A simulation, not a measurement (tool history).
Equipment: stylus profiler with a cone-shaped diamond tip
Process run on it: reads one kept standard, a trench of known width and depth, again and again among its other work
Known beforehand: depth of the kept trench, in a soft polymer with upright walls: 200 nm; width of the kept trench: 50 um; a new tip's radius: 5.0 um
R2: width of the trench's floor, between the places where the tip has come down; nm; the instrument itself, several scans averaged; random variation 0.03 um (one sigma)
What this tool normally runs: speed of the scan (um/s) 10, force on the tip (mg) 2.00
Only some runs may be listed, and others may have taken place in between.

run 1 day=0.000 | speed_of_the_scan_(um/s)=10 force_on_the_tip_(mg)=2.00 | depth_of_the_trench_(Å)=2025.3 R2=47170
run 2 day=2.004 | speed_of_the_scan_(um/s)=10 force_on_the_tip_(mg)=2.00 | depth_of_the_trench_(Å)=2028.0 R2=47150
run 3 day=3.417 | speed_of_the_scan_(um/s)=10 force_on_the_tip_(mg)=2.00 | depth_of_the_trench_(Å)=2028.0 R2=47180
run 4 day=6.554 | speed_of_the_scan_(um/s)=10 force_on_the_tip_(mg)=3.22 | depth_of_the_trench_(Å)=2038.2 R2=47130
run 5 day=9.650 | speed_of_the_scan_(um/s)=10 force_on_the_tip_(mg)=3.22 | depth_of_the_trench_(Å)=2038.8 R2=47140
run 6 day=11.996 | speed_of_the_scan_(um/s)=10 force_on_the_tip_(mg)=3.22 | depth_of_the_trench_(Å)=2039.6 R2=47200
run 7 day=14.192 | speed_of_the_scan_(um/s)=10 force_on_the_tip_(mg)=3.22 | depth_of_the_trench_(Å)=2039.1 R2=47170
run 8 day=15.521 | speed_of_the_scan_(um/s)=10 force_on_the_tip_(mg)=3.22 | depth_of_the_trench_(Å)=2038.5 R2=47110
run 9 day=18.542 | speed_of_the_scan_(um/s)=10 force_on_the_tip_(mg)=3.22 | depth_of_the_trench_(Å)=2037.2 R2=47110
run 10 day=21.162 | speed_of_the_scan_(um/s)=10 force_on_the_tip_(mg)=3.22 | depth_of_the_trench_(Å)=2037.0 R2=47150
run 11 day=24.321 | speed_of_the_scan_(um/s)=10 force_on_the_tip_(mg)=2.00 | depth_of_the_trench_(Å)=2027.0 R2=47130
run 12 day=27.608 | speed_of_the_scan_(um/s)=10 force_on_the_tip_(mg)=2.19 | depth_of_the_trench_(Å)=2028.3 R2=47100
run 13 day=30.154 | speed_of_the_scan_(um/s)=10 force_on_the_tip_(mg)=2.19 | depth_of_the_trench_(Å)=2030.3 R2=47160
run 14 day=32.625 | speed_of_the_scan_(um/s)=10 force_on_the_tip_(mg)=2.19 | depth_of_the_trench_(Å)=2032.3 R2=47130
run 15 day=34.725 | speed_of_the_scan_(um/s)=10 force_on_the_tip_(mg)=2.00 | depth_of_the_trench_(Å)=2027.6 R2=47120
run 16 day=36.329 | speed_of_the_scan_(um/s)=10 force_on_the_tip_(mg)=2.00 | depth_of_the_trench_(Å)=2028.7 R2=47130
run 17 day=38.917 | speed_of_the_scan_(um/s)=10 force_on_the_tip_(mg)=2.00 | depth_of_the_trench_(Å)=2028.2 R2=47120
run 18 day=42.004 | speed_of_the_scan_(um/s)=10 force_on_the_tip_(mg)=2.00 | depth_of_the_trench_(Å)=2027.8 R2=47150
run 19 day=43.567 | speed_of_the_scan_(um/s)=10 force_on_the_tip_(mg)=2.00 | depth_of_the_trench_(Å)=2029.1 R2=47140
run 20 day=46.354 | speed_of_the_scan_(um/s)=10 force_on_the_tip_(mg)=2.00 | depth_of_the_trench_(Å)=2026.0 R2=47120
run 21 day=49.054 | speed_of_the_scan_(um/s)=6 force_on_the_tip_(mg)=2.00 | depth_of_the_trench_(Å)=2025.6 R2=47190
run 22 day=50.696 | speed_of_the_scan_(um/s)=6 force_on_the_tip_(mg)=2.00 | depth_of_the_trench_(Å)=2028.0 R2=47130
run 23 day=53.550 | speed_of_the_scan_(um/s)=6 force_on_the_tip_(mg)=2.00 | depth_of_the_trench_(Å)=2028.8 R2=47170
run 24 day=56.533 | speed_of_the_scan_(um/s)=5 force_on_the_tip_(mg)=3.79 | depth_of_the_trench_(Å)=2042.7 R2=47180
run 25 day=58.583 | speed_of_the_scan_(um/s)=10 force_on_the_tip_(mg)=1.06 | depth_of_the_trench_(Å)=2018.0 R2=47040
run 26 day=60.021 | speed_of_the_scan_(um/s)=24 force_on_the_tip_(mg)=2.00 | depth_of_the_trench_(Å)=2026.5 R2=47110
run 27 day=62.588 | speed_of_the_scan_(um/s)=9 force_on_the_tip_(mg)=4.85 | depth_of_the_trench_(Å)=2049.9 R2=47120
run 28 day=65.392 | speed_of_the_scan_(um/s)=2 force_on_the_tip_(mg)=2.00 | depth_of_the_trench_(Å)=2025.7 R2=47220
run 29 day=67.954 | speed_of_the_scan_(um/s)=5 force_on_the_tip_(mg)=2.51 | depth_of_the_trench_(Å)=2032.5 R2=47190
run 30 day=69.775 | speed_of_the_scan_(um/s)=29 force_on_the_tip_(mg)=2.55 | depth_of_the_trench_(Å)=2031.7 R2=47110
run 31 day=72.038 | speed_of_the_scan_(um/s)=29 force_on_the_tip_(mg)=5.38 | depth_of_the_trench_(Å)=2051.5 R2=47120
run 32 day=75.317 | speed_of_the_scan_(um/s)=20 force_on_the_tip_(mg)=1.76 | depth_of_the_trench_(Å)=2023.9 R2=47070
run 33 day=77.267 | speed_of_the_scan_(um/s)=20 force_on_the_tip_(mg)=1.76 | depth_of_the_trench_(Å)=2026.1 R2=47130
run 34 day=80.054 | speed_of_the_scan_(um/s)=20 force_on_the_tip_(mg)=1.76 | depth_of_the_trench_(Å)=2025.2 R2=47090
run 35 day=82.504 | speed_of_the_scan_(um/s)=20 force_on_the_tip_(mg)=1.76 | depth_of_the_trench_(Å)=2022.8 R2=47030
run 36 day=85.558 | speed_of_the_scan_(um/s)=20 force_on_the_tip_(mg)=0.81 | depth_of_the_trench_(Å)=2015.0 R2=47030
run 37 day=88.233 | speed_of_the_scan_(um/s)=31 force_on_the_tip_(mg)=1.10 | depth_of_the_trench_(Å)=2016.1 R2=46970
run 38 day=89.646 | speed_of_the_scan_(um/s)=3 force_on_the_tip_(mg)=1.10 | depth_of_the_trench_(Å)=2017.0 R2=47120
run 39 day=92.192 | speed_of_the_scan_(um/s)=3 force_on_the_tip_(mg)=1.10 | depth_of_the_trench_(Å)=2017.9 R2=47150
run 40 day=95.162 | speed_of_the_scan_(um/s)=36 force_on_the_tip_(mg)=1.82 | depth_of_the_trench_(Å)=2025.7 R2=46960
run 41 day=97.971 | speed_of_the_scan_(um/s)=3 force_on_the_tip_(mg)=1.06 | depth_of_the_trench_(Å)=2017.0 R2=47220
run 42 day=100.908 | speed_of_the_scan_(um/s)=3 force_on_the_tip_(mg)=1.06 | depth_of_the_trench_(Å)=2016.8 R2=47150
run 43 day=102.238 | speed_of_the_scan_(um/s)=10 force_on_the_tip_(mg)=1.47 | depth_of_the_trench_(Å)=2021.4 R2=47150
run 44 day=104.321 | speed_of_the_scan_(um/s)=10 force_on_the_tip_(mg)=1.47 | depth_of_the_trench_(Å)=2022.9 R2=47140
run 45 day=107.475 | speed_of_the_scan_(um/s)=6 force_on_the_tip_(mg)=3.76 | depth_of_the_trench_(Å)=2040.9 R2=47110
run 46 day=109.992 | speed_of_the_scan_(um/s)=6 force_on_the_tip_(mg)=3.76 | depth_of_the_trench_(Å)=2042.1 R2=47170

Between the runs listed above, the log contained 1 entry, not reproduced here. Where in the sequence does each belong, and how does what the log doesn't record of the tool's condition differ from the listed run before to the listed run after?
Logged between run 43 and run 44: height scale calibrated on a step standard (day 104.321)
  height scale over the true one, %: -0.01 -> -0.001

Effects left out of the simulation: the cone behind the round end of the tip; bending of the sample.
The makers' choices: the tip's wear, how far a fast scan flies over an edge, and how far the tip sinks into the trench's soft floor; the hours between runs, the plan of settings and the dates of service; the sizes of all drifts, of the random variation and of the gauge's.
